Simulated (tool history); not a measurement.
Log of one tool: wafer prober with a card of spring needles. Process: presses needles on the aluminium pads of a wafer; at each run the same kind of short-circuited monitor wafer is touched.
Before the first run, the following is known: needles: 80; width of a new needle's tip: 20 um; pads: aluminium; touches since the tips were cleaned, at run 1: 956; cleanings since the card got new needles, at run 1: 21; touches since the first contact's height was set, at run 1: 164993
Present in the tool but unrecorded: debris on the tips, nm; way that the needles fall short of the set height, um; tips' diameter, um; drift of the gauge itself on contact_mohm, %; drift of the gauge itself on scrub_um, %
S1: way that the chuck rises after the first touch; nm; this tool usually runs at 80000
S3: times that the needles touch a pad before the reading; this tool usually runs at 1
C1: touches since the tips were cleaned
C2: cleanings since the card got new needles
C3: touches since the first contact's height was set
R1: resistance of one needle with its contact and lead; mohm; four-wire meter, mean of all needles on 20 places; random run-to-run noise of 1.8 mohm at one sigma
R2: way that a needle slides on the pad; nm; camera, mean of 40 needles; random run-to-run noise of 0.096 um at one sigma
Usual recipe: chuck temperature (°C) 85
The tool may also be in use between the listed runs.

run 1 hour=0 | S1=80000 chuck_temperature_(°C)=85 S3=1 | C1=956 C2=21 C3=164993 | R1=203 R2=20000
-- hour=10.6 tips cleaned on abrasive film
run 2 hour=16.5 | S1=80000 chuck_temperature_(°C)=85 S3=1 | C1=3281 C2=22 C3=174120 | R1=216 R2=19890
-- hour=23.1 tips cleaned on abrasive film
run 3 hour=30.4 | S1=80000 chuck_temperature_(°C)=85 S3=2 | C1=4061 C2=23 C3=181772 | R1=206 R2=19660
-- hour=35.8 tips cleaned on abrasive film
run 4 hour=37.8 | S1=80000 chuck_temperature_(°C)=85 S3=2 | C1=1094 C2=24 C3=185801 | R1=195 R2=19900
-- hour=47.5 tips cleaned on abrasive film
run 5 hour=49.6 | S1=80000 chuck_temperature_(°C)=92 S3=1 | C1=1182 C2=25 C3=192327 | R1=202 R2=19750
-- hour=59.3 tips cleaned on abrasive film
run 6 hour=59.3 | S1=80000 chuck_temperature_(°C)=85 S3=1 | C1=0 C2=26 C3=197659 | R1=193 R2=19720
-- hour=71.5 tips cleaned on abrasive film
run 7 hour=71.5 | S1=80000 chuck_temperature_(°C)=85 S3=1 | C1=0 C2=27 C3=204365 | R1=189 R2=19870
-- hour=83.6 tips cleaned on abrasive film
run 8 hour=86.7 | S1=80000 chuck_temperature_(°C)=85 S3=1 | C1=1762 C2=28 C3=212778 | R1=208 R2=19740
-- hour=96 tips cleaned on abrasive film
run 9 hour=96.5 | S1=80000 chuck_temperature_(°C)=85 S3=1 | C1=302 C2=29 C3=218147 | R1=195 R2=19640
-- hour=98 tips cleaned on abrasive film, once more
run 10 hour=106.8 | S1=80000 chuck_temperature_(°C)=85 S3=1 | C1=4875 C2=30 C3=223806 | R1=216 R2=19530
-- hour=110.8 tips cleaned on abrasive film
-- hour=116.8 height of the first contact set anew
run 11 hour=120.7 | S1=80000 chuck_temperature_(°C)=85 S3=1 | C1=5303 C2=31 C3=2120 | R1=213 R2=20560
-- hour=123.1 tips cleaned on abrasive film
-- hour=134.8 tips cleaned on abrasive film
run 12 hour=136.6 | S1=80000 chuck_temperature_(°C)=85 S3=1 | C1=1027 C2=33 C3=10880 | R1=203 R2=20350
-- hour=146.9 tips cleaned on abrasive film
run 13 hour=149.8 | S1=80000 chuck_temperature_(°C)=85 S3=1 | C1=1616 C2=34 C3=18156 | R1=206 R2=20470
-- hour=158.7 tips cleaned on abrasive film
run 14 hour=165 | S1=93000 chuck_temperature_(°C)=85 S3=1 | C1=3458 C2=35 C3=26502 | R1=207 R2=23840
-- hour=170.5 tips cleaned on abrasive film
run 15 hour=172.5 | S1=93000 chuck_temperature_(°C)=85 S3=1 | C1=1066 C2=36 C3=30609 | R1=194 R2=23700
-- hour=182.4 tips cleaned on abrasive film
run 16 hour=186.2 | S1=63000 chuck_temperature_(°C)=85 S3=1 | C1=2077 C2=37 C3=38170 | R1=223 R2=15930
-- hour=194.3 tips cleaned on abrasive film
run 17 hour=197.5 | S1=63000 chuck_temperature_(°C)=85 S3=1 | C1=1778 C2=38 C3=44396 | R1=219 R2=15920
run 18 hour=204.9 | S1=80000 chuck_temperature_(°C)=38 S3=1 | C1=5903 C2=38 C3=48521 | R1=207 R2=20550
-- hour=206.8 tips cleaned on abrasive film
run 19 hour=215.9 | S1=80000 chuck_temperature_(°C)=38 S3=1 | C1=5085 C2=39 C3=54595 | R1=208 R2=20250
-- hour=218.9 tips cleaned on abrasive film
run 20 hour=229.6 | S1=80000 chuck_temperature_(°C)=38 S3=1 | C1=5950 C2=40 C3=62128 | R1=208 R2=20220
-- hour=231 tips cleaned on abrasive film
-- hour=243 tips cleaned on abrasive film
run 21 hour=246.5 | S1=98000 chuck_temperature_(°C)=97 S3=3 | C1=1955 C2=42 C3=71403 | R1=191 R2=24910
-- hour=255.9 tips cleaned on abrasive film
run 22 hour=257 | S1=63000 chuck_temperature_(°C)=86 S3=1 | C1=621 C2=43 C3=77175 | R1=204 R2=15860
run 23 hour=266.1 | S1=63000 chuck_temperature_(°C)=80 S3=3 | C1=5664 C2=43 C3=82218 | R1=203 R2=15880
-- hour=268.7 tips cleaned on abrasive film
run 24 hour=274.2 | S1=64000 chuck_temperature_(°C)=85 S3=2 | C1=3076 C2=44 C3=86681 | R1=216 R2=16030
-- hour=281.3 tips cleaned on abrasive film
run 25 hour=281.9 | S1=84000 chuck_temperature_(°C)=85 S3=2 | C1=305 C2=45 C3=90887 | R1=191 R2=21210
run 26 hour=290.2 | S1=84000 chuck_temperature_(°C)=85 S3=2 | C1=4911 C2=45 C3=95493 | R1=203 R2=21030
-- hour=294.2 tips cleaned on abrasive film
run 27 hour=297.4 | S1=71000 chuck_temperature_(°C)=64 S3=1 | C1=1806 C2=46 C3=99468 | R1=213 R2=17780
-- hour=306.6 tips cleaned on abrasive film
run 28 hour=307.5 | S1=71000 chuck_temperature_(°C)=64 S3=1 | C1=499 C2=47 C3=104989 | R1=195 R2=17810
run 29 hour=317 | S1=71000 chuck_temperature_(°C)=49 S3=2 | C1=5762 C2=47 C3=110252 | R1=203 R2=17810
-- hour=318.6 tips cleaned on abrasive film
-- hour=330.6 tips cleaned on abrasive film
run 30 hour=331.1 | S1=80000 chuck_temperature_(°C)=94 S3=2 | C1=257 C2=49 C3=117985 | R1=194 R2=20000
-- hour=342.5 tips cleaned on abrasive film
run 31 hour=348.5 | S1=71000 chuck_temperature_(°C)=25 S3=1 | C1=3351 C2=50 C3=127609 | R1=214 R2=17780
-- hour=354.9 tips cleaned on abrasive film
run 32 hour=360.6 | S1=71000 chuck_temperature_(°C)=25 S3=1 | C1=3151 C2=51 C3=134251 | R1=209 R2=17670
-- hour=367.3 tips cleaned on abrasive film
run 33 hour=369.1 | S1=71000 chuck_temperature_(°C)=25 S3=1 | C1=999 C2=52 C3=138912 | R1=195 R2=17530

3 options for the next run, each taken on its own from the tool as it stands now. Forecast them:
-- hour=379.6 tips cleaned on abrasive film
run A hour=382.4 | S1=80000 chuck_temperature_(°C)=76 S3=1 | C1=1513 C2=53 C3=146242 | R1=? R2=?
-- hour=379.6 tips cleaned on abrasive film
run B hour=382.4 | S1=86000 chuck_temperature_(°C)=28 S3=2 | C1=1513 C2=53 C3=146242 | R1=? R2=?
-- hour=379.6 tips cleaned on abrasive film
run C hour=382.4 | S1=71000 chuck_temperature_(°C)=25 S3=2 | C1=1513 C2=53 C3=146242 | R1=? R2=?

run=A R1=205 R2=19990
run=B R1=182 R2=21460
run=C R1=196 R2=17480
The same runs, with their run-to-run variation unchanged, on a tool lacking any hidden condition would have given:
run=A R1=183 R2=20590
run=B R1=170 R2=22050
run=C R1=178 R2=18070
